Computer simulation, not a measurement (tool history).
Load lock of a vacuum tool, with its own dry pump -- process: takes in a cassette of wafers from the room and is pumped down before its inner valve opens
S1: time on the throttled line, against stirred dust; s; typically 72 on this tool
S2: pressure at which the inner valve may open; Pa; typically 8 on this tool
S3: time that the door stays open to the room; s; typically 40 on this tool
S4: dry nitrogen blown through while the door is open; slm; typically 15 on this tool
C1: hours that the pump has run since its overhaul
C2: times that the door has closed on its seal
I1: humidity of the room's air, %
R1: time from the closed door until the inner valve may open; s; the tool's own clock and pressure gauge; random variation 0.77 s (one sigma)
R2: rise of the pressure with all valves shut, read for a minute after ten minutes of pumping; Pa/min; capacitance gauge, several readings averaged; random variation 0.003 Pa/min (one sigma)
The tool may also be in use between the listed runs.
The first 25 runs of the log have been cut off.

Run 26, hour 5646.0: usual settings but S1 63 s, S2 14 Pa, S3 95 s, S4 9 slm; C1 2167; C2 17311; I1 42.8. Result: R1 110.0 s, R2 0.293 Pa/min.
Run 27, hour 5961.2: usual settings but S1 63 s, S2 14 Pa, S3 95 s, S4 9 slm; C1 2482; C2 17652; I1 49.9. Result: R1 110.1 s, R2 0.306 Pa/min.
Run 28, hour 6301.2: usual settings but S1 136 s, S2 15 Pa, S3 38 s; C1 2822; C2 18021; I1 45.2. Result: R1 166.7 s, R2 0.297 Pa/min.
Run 29, hour 6502.5: usual settings but S1 45 s, S3 128 s; C1 3023; C2 18239; I1 44.0. Result: R1 101.4 s, R2 0.321 Pa/min.
Run 30, hour 6692.6: usual settings but S2 12 Pa, S3 77 s; C1 3214; C2 18444; I1 45.0. Result: R1 119.8 s, R2 0.319 Pa/min.
Run 31, hour 7039.2: usual settings but S2 12 Pa, S3 77 s; C1 3560; C2 18820; I1 45.8. Result: R1 120.1 s, R2 0.325 Pa/min.
Run 32, hour 7313.2: usual settings but S1 106 s, S4 9 slm; C1 3834; C2 19117; I1 44.4. Result: R1 150.3 s, R2 0.329 Pa/min.
Run 33, hour 7494.3: usual settings but S1 106 s, S4 9 slm; C1 4015; C2 19313; I1 48.1. Result: R1 148.5 s, R2 0.346 Pa/min.
Run 34, hour 7734.4: usual settings but S1 52 s, S2 10 Pa; C1 4255; C2 19573; I1 44.7. Result: R1 104.3 s, R2 0.339 Pa/min.
Run 35, hour 8038.2: usual settings but S1 52 s, S2 10 Pa, S4 14 slm; C1 4559; C2 19902; I1 42.9. Result: R1 104.8 s, R2 0.348 Pa/min.
Run 36, hour 8194.2: usual settings but S1 52 s, S2 10 Pa, S4 14 slm; C1 4715; C2 20071; I1 46.5. Result: R1 104.7 s, R2 0.351 Pa/min.

What if the next run were any one of these 3? Each begins from the tool's condition after run 36:
Run A, hour 8415.3: usual settings but S1 60 s, S2 14 Pa; C1 4936; C2 20310; I1 45.0. Result: R1 ?, R2 ?.
Run B, hour 8415.3: usual settings but S1 52 s, S2 14 Pa, S3 35 s, S4 14 slm; C1 4936; C2 20310; I1 48.7. Result: R1 ?, R2 ?.
Run C, hour 8415.3: usual settings but S1 47 s, S3 68 s; C1 4936; C2 20310; I1 45.4. Result: R1 ?, R2 ?.

run     R1     R2
  A  109.6  0.367
  B  103.7  0.362
  C  103.2  0.367
Had the tool no hidden state, the same runs would have come out as:
run     R1     R2
  A  105.3  0.033
  B   99.3  0.024
  C   98.4  0.033
